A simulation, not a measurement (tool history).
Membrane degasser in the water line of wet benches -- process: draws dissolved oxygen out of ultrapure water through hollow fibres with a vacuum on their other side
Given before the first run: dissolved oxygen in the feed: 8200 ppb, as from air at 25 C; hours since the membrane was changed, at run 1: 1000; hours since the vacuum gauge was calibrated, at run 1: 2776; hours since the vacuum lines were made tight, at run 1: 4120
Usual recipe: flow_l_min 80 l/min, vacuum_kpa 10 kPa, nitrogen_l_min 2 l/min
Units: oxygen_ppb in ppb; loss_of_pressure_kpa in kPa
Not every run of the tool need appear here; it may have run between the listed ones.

run,hour,flow_l_min,vacuum_kpa,nitrogen_l_min,hours since the membrane was changed,hours since the vacuum gauge was calibrated,hours since the vacuum lines were made tight,oxygen_ppb,loss_of_pressure_kpa
1,0,80,10,2,1000,2776,4120,569.2,58.71
2,162.9,80,10,1.03,1163,2939,4282,873.4,58.7
3,389.1,80,10,1.03,1389,3165,4509,875.4,58.99
4,520.4,80,10,1.03,1520,3297,4640,877.8,59.07
5,700.5,80,10,1.03,1701,3477,4820,880.7,59.25
6,919.1,80,10,1.03,1919,3695,5039,876.6,59.4
7,1121.4,80,6.1,2,2122,3898,5241,285.7,59.4
# hour 1233.1: vacuum gauge calibrated
8,1318.3,80,10,2,2318,85,5437,562,59.31
9,1454.8,115,10,4,2454,222,5574,536.1,86.57
10,1675.2,82,10,2,2675,442,5794,581.1,61.92
11,1783.9,79,10.5,2,2784,551,5903,596.6,59.97
12,2023.6,80,16.8,1.94,3023,791,6143,1050.8,60.19
13,2150.4,102,23.4,5.84,3150,917,6269,838,77.53
14,2376.5,56,13.6,5.73,3376,1143,6496,254.8,42.43

Predict the results of run 15:
# hour 2621.4: seals of the vacuum lines changed
15,2621.4,101,8.5,5.73,3619,1386,0,?,?

{"run 15": {"oxygen_ppb": 317.2, "loss_of_pressure_kpa": 76.98}}
The same run, on a tool lacking any hidden state, would have yielded oxygen_ppb 294.2 ppb, loss_of_pressure_kpa 73.19 kPa.

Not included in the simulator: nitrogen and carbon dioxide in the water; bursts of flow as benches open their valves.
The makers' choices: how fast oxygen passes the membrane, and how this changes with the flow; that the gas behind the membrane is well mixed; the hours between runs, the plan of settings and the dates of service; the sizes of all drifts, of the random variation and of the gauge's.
